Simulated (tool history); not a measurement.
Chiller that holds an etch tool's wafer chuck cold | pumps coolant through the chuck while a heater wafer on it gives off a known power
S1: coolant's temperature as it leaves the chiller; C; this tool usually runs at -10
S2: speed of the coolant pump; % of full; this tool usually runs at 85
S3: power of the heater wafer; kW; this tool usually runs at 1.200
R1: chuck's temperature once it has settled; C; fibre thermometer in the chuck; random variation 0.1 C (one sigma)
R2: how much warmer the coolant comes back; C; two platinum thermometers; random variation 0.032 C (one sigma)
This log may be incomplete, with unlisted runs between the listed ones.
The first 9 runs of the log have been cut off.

{"run": 10, "hour": 839.8, "S1": -10, "S2": 85, "S3": 1.2, "R1": 0.0, "R2": 3.75}
{"run": 11, "hour": 937.7, "S1": -1, "S2": 85, "S3": 1.2, "R1": 9.1, "R2": 3.73}
{"hour": 1007.0, "done": "chiller's thermometer calibrated"}
{"run": 12, "hour": 1023.6, "S1": -10, "S2": 100, "S3": 1.2, "R1": -1.0, "R2": 3.13}
{"run": 13, "hour": 1076.8, "S1": -10, "S2": 100, "S3": 1.2, "R1": -0.8, "R2": 3.17}
{"run": 14, "hour": 1137.2, "S1": -10, "S2": 100, "S3": 1.2, "R1": -0.9, "R2": 3.23}
{"run": 15, "hour": 1246.9, "S1": -10, "S2": 100, "S3": 1.2, "R1": -0.9, "R2": 3.23}
{"run": 16, "hour": 1332.7, "S1": -10, "S2": 81, "S3": 1.2, "R1": 0.7, "R2": 3.92}
{"run": 17, "hour": 1392.0, "S1": -10, "S2": 81, "S3": 1.078, "R1": -0.5, "R2": 3.59}
{"run": 18, "hour": 1485.4, "S1": -1, "S2": 98, "S3": 0.761, "R1": 5.1, "R2": 2.08}
{"hour": 1512.9, "done": "chiller's thermometer calibrated, once more"}
{"run": 19, "hour": 1591.2, "S1": -8, "S2": 73, "S3": 1.427, "R1": 5.9, "R2": 5.34}
{"run": 20, "hour": 1665.2, "S1": -8, "S2": 73, "S3": 1.427, "R1": 6.0, "R2": 5.27}
{"run": 21, "hour": 1737.3, "S1": -4, "S2": 83, "S3": 1.2, "R1": 6.8, "R2": 3.92}
{"run": 22, "hour": 1795.3, "S1": 0, "S2": 85, "S3": 1.598, "R1": 14.2, "R2": 5.1}
{"run": 23, "hour": 1866.0, "S1": 0, "S2": 85, "S3": 1.598, "R1": 14.1, "R2": 5.09}
{"run": 24, "hour": 1945.6, "S1": -12, "S2": 85, "S3": 1.598, "R1": 2.2, "R2": 5.13}
{"run": 25, "hour": 2008.0, "S1": 0, "S2": 63, "S3": 1.417, "R1": 15.7, "R2": 6.13}
{"run": 26, "hour": 2102.1, "S1": 0, "S2": 63, "S3": 1.417, "R1": 15.8, "R2": 6.14}
{"run": 27, "hour": 2189.7, "S1": 0, "S2": 63, "S3": 1.417, "R1": 15.6, "R2": 6.15}
{"run": 28, "hour": 2283.5, "S1": -4, "S2": 98, "S3": 1.417, "R1": 7.6, "R2": 3.99}
{"run": 29, "hour": 2389.8, "S1": -19, "S2": 70, "S3": 0.918, "R1": -9.5, "R2": 3.62}
{"run": 30, "hour": 2463.5, "S1": -19, "S2": 70, "S3": 0.918, "R1": -9.2, "R2": 3.64}
{"run": 31, "hour": 2554.2, "S1": -13, "S2": 81, "S3": 1.225, "R1": -1.5, "R2": 4.15}
{"run": 32, "hour": 2618.6, "S1": -8, "S2": 61, "S3": 1.434, "R1": 8.6, "R2": 6.52}

Below are 4 alternative next runs, each starting from the tool's condition after run 32. Predict each:
{"run": "A", "hour": 2717.1, "S1": -11, "S2": 62, "S3": 0.607, "R1": "?", "R2": "?"}
{"run": "B", "hour": 2717.1, "S1": -4, "S2": 91, "S3": 0.832, "R1": "?", "R2": "?"}
{"run": "C", "hour": 2717.1, "S1": -3, "S2": 63, "S3": 0.956, "R1": "?", "R2": "?"}
{"run": "D", "hour": 2717.1, "S1": -20, "S2": 61, "S3": 0.624, "R1": "?", "R2": "?"}

run=A R1=-4.0 R2=2.72
run=B R1=3.1 R2=2.53
run=C R1=7.9 R2=4.21
run=D R1=-12.8 R2=2.82
Without the tool's unlogged condition, the same runs would have read:
run=A R1=-5.9 R2=2.32
run=B R1=1.1 R2=2.16
run=C R1=4.9 R2=3.60
run=D R1=-14.8 R2=2.40
